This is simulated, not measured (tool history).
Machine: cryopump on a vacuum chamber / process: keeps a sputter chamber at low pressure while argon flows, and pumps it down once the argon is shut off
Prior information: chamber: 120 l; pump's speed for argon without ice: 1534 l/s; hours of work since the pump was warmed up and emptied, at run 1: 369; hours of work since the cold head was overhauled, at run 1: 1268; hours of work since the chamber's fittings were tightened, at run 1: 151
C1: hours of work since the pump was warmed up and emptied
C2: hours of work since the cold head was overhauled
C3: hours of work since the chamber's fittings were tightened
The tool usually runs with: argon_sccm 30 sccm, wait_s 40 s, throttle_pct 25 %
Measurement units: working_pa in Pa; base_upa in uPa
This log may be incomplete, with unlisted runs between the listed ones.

{"run": 1, "hour": 0.0, "argon_sccm": 30, "wait_s": 40, "throttle_pct": 25, "C1": 369, "C2": 1268, "C3": 151, "working_pa": 0.1371, "base_upa": 2.17}
{"run": 2, "hour": 58.0, "argon_sccm": 30, "wait_s": 40, "throttle_pct": 25, "C1": 404, "C2": 1303, "C3": 185, "working_pa": 0.1383, "base_upa": 2.17}
{"run": 3, "hour": 110.4, "argon_sccm": 30, "wait_s": 40, "throttle_pct": 25, "C1": 435, "C2": 1334, "C3": 217, "working_pa": 0.1379, "base_upa": 2.2}
{"run": 4, "hour": 183.6, "argon_sccm": 30, "wait_s": 40, "throttle_pct": 25, "C1": 479, "C2": 1378, "C3": 260, "working_pa": 0.1403, "base_upa": 2.16}
{"run": 5, "hour": 250.3, "argon_sccm": 30, "wait_s": 40, "throttle_pct": 25, "C1": 519, "C2": 1418, "C3": 300, "working_pa": 0.139, "base_upa": 2.19}
{"run": 6, "hour": 327.4, "argon_sccm": 46, "wait_s": 40, "throttle_pct": 25, "C1": 565, "C2": 1464, "C3": 346, "working_pa": 0.2142, "base_upa": 2.12}
{"run": 7, "hour": 390.2, "argon_sccm": 46, "wait_s": 40, "throttle_pct": 25, "C1": 602, "C2": 1501, "C3": 383, "working_pa": 0.2141, "base_upa": 2.21}
{"run": 8, "hour": 444.7, "argon_sccm": 46, "wait_s": 40, "throttle_pct": 25, "C1": 635, "C2": 1534, "C3": 416, "working_pa": 0.2175, "base_upa": 2.21}
{"run": 9, "hour": 522.4, "argon_sccm": 23, "wait_s": 40, "throttle_pct": 25, "C1": 681, "C2": 1580, "C3": 462, "working_pa": 0.1078, "base_upa": 2.29}
{"run": 10, "hour": 563.3, "argon_sccm": 23, "wait_s": 40, "throttle_pct": 25, "C1": 705, "C2": 1605, "C3": 487, "working_pa": 0.1095, "base_upa": 2.22}
{"run": 11, "hour": 638.1, "argon_sccm": 47, "wait_s": 90, "throttle_pct": 21, "C1": 750, "C2": 1649, "C3": 531, "working_pa": 0.2627, "base_upa": 1.26}
{"run": 12, "hour": 688.4, "argon_sccm": 47, "wait_s": 90, "throttle_pct": 21, "C1": 780, "C2": 1679, "C3": 561, "working_pa": 0.2649, "base_upa": 1.29}
{"run": 13, "hour": 747.6, "argon_sccm": 26, "wait_s": 64, "throttle_pct": 34, "C1": 815, "C2": 1714, "C3": 597, "working_pa": 0.0952, "base_upa": 1.66}

For some of the steps in working_pa from one run to the next: how much would appear even if the tool had no hidden state, given the settings, what came in and random variation, and how much remains for the hidden state plus any gauge scatter that the measured result and the result without hidden state don't share?
Hidden state at play: pump's speed, % of a pump's without ice; cold plate's temperature, K; leak into the chamber, uPa l/s; drift of the gauge itself on working_pa, %; drift of the gauge itself on base_upa, %.
Run 10 -> 11: argon_sccm 23 -> 47, wait_s 40 -> 90, throttle_pct 25 -> 21. working_pa +0.1532 Pa: hidden state +0.009, all else +0.1442.
Run 12 -> 13: argon_sccm 47 -> 26, wait_s 90 -> 64, throttle_pct 21 -> 34. working_pa -0.1697 Pa: hidden state -0.0072, all else -0.1625.
